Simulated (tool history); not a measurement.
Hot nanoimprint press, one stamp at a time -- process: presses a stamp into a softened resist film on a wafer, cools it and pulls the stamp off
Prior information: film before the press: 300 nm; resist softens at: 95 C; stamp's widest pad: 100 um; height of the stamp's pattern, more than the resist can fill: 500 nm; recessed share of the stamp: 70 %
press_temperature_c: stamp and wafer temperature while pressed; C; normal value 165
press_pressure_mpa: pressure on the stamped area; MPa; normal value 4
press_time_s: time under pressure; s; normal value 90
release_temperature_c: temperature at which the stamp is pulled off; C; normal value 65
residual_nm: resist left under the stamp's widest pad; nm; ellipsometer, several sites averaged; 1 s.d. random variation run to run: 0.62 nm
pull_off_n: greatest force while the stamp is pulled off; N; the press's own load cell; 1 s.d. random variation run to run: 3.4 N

run 1 day=0 | press_temperature_c=165 press_pressure_mpa=4 press_time_s=90 release_temperature_c=65 | residual_nm=169.4 pull_off_n=189
run 2 day=0.262 | press_temperature_c=165 press_pressure_mpa=4 press_time_s=90 release_temperature_c=65 | residual_nm=168.2 pull_off_n=191
run 3 day=0.5 | press_temperature_c=165 press_pressure_mpa=4 press_time_s=90 release_temperature_c=65 | residual_nm=168.8 pull_off_n=197
run 4 day=0.775 | press_temperature_c=165 press_pressure_mpa=4 press_time_s=90 release_temperature_c=65 | residual_nm=168.9 pull_off_n=195
run 5 day=0.971 | press_temperature_c=165 press_pressure_mpa=5.74 press_time_s=90 release_temperature_c=65 | residual_nm=142.5 pull_off_n=191
run 6 day=1.171 | press_temperature_c=165 press_pressure_mpa=5.74 press_time_s=90 release_temperature_c=65 | residual_nm=141.4 pull_off_n=193
run 7 day=1.571 | press_temperature_c=165 press_pressure_mpa=5.74 press_time_s=90 release_temperature_c=65 | residual_nm=141.5 pull_off_n=196
run 8 day=1.933 | press_temperature_c=165 press_pressure_mpa=5.74 press_time_s=90 release_temperature_c=65 | residual_nm=142.1 pull_off_n=197
run 9 day=2.146 | press_temperature_c=165 press_pressure_mpa=5.74 press_time_s=90 release_temperature_c=65 | residual_nm=141.8 pull_off_n=195
run 10 day=2.508 | press_temperature_c=165 press_pressure_mpa=4 press_time_s=90 release_temperature_c=57 | residual_nm=168.3 pull_off_n=202
run 11 day=2.842 | press_temperature_c=165 press_pressure_mpa=4 press_time_s=90 release_temperature_c=69 | residual_nm=167.9 pull_off_n=180
run 12 day=3.283 | press_temperature_c=165 press_pressure_mpa=4 press_time_s=90 release_temperature_c=65 | residual_nm=168.2 pull_off_n=196
run 13 day=3.512 | press_temperature_c=165 press_pressure_mpa=4 press_time_s=90 release_temperature_c=68 | residual_nm=168 pull_off_n=186
run 14 day=3.95 | press_temperature_c=165 press_pressure_mpa=4 press_time_s=90 release_temperature_c=65 | residual_nm=168.3 pull_off_n=197
run 15 day=4.346 | press_temperature_c=165 press_pressure_mpa=4 press_time_s=90 release_temperature_c=65 | residual_nm=166.9 pull_off_n=191
run 16 day=4.604 | press_temperature_c=165 press_pressure_mpa=4 press_time_s=90 release_temperature_c=65 | residual_nm=167.5 pull_off_n=197
run 17 day=4.808 | press_temperature_c=165 press_pressure_mpa=4 press_time_s=90 release_temperature_c=65 | residual_nm=166 pull_off_n=194
run 18 day=5.012 | press_temperature_c=165 press_pressure_mpa=4 press_time_s=90 release_temperature_c=65 | residual_nm=167.1 pull_off_n=188
run 19 day=5.458 | press_temperature_c=165 press_pressure_mpa=4 press_time_s=90 release_temperature_c=57 | residual_nm=165.7 pull_off_n=206
-- day=6.075 stamp cleaned and given a new release coat
run 20 day=6.171 | press_temperature_c=165 press_pressure_mpa=2.89 press_time_s=47 release_temperature_c=65 | residual_nm=222.2 pull_off_n=191
run 21 day=6.546 | press_temperature_c=171 press_pressure_mpa=4 press_time_s=90 release_temperature_c=59 | residual_nm=127.5 pull_off_n=200
run 22 day=6.954 | press_temperature_c=171 press_pressure_mpa=4 press_time_s=90 release_temperature_c=59 | residual_nm=126.3 pull_off_n=203
run 23 day=7.421 | press_temperature_c=171 press_pressure_mpa=4.85 press_time_s=76 release_temperature_c=69 | residual_nm=121.2 pull_off_n=176
run 24 day=7.658 | press_temperature_c=171 press_pressure_mpa=4.85 press_time_s=76 release_temperature_c=69 | residual_nm=121.2 pull_off_n=178
run 25 day=7.879 | press_temperature_c=170 press_pressure_mpa=6.34 press_time_s=62 release_temperature_c=55 | residual_nm=118.3 pull_off_n=208
run 26 day=8.083 | press_temperature_c=166 press_pressure_mpa=4.59 press_time_s=79 release_temperature_c=52 | residual_nm=154.7 pull_off_n=210
run 27 day=8.458 | press_temperature_c=166 press_pressure_mpa=4.07 press_time_s=79 release_temperature_c=52 | residual_nm=162.8 pull_off_n=211
run 28 day=8.804 | press_temperature_c=171 press_pressure_mpa=4.11 press_time_s=79 release_temperature_c=52 | residual_nm=130 pull_off_n=216
run 29 day=9.179 | press_temperature_c=174 press_pressure_mpa=2.72 press_time_s=90 release_temperature_c=59 | residual_nm=134.5 pull_off_n=200
-- day=9.358 gauge calibrated
run 30 day=9.45 | press_temperature_c=165 press_pressure_mpa=4 press_time_s=160 release_temperature_c=53 | residual_nm=140.6 pull_off_n=210

3 ways to go on from here, each from the tool as it stands after run 30. What would each give?
run A day=9.738 | press_temperature_c=157 press_pressure_mpa=4 press_time_s=90 release_temperature_c=65 | residual_nm=? pull_off_n=?
run B day=9.738 | press_temperature_c=165 press_pressure_mpa=3.54 press_time_s=160 release_temperature_c=67 | residual_nm=? pull_off_n=?
run C day=9.738 | press_temperature_c=165 press_pressure_mpa=3.15 press_time_s=64 release_temperature_c=50 | residual_nm=? pull_off_n=?

run=A residual_nm=230.5 pull_off_n=192
run=B residual_nm=148.8 pull_off_n=186
run=C residual_nm=205.2 pull_off_n=218
The same runs, with their run-to-run variation unchanged, on a tool lacking any hidden condition would have given:
run=A residual_nm=231.3 pull_off_n=191
run=B residual_nm=149.4 pull_off_n=185
run=C residual_nm=205.9 pull_off_n=216
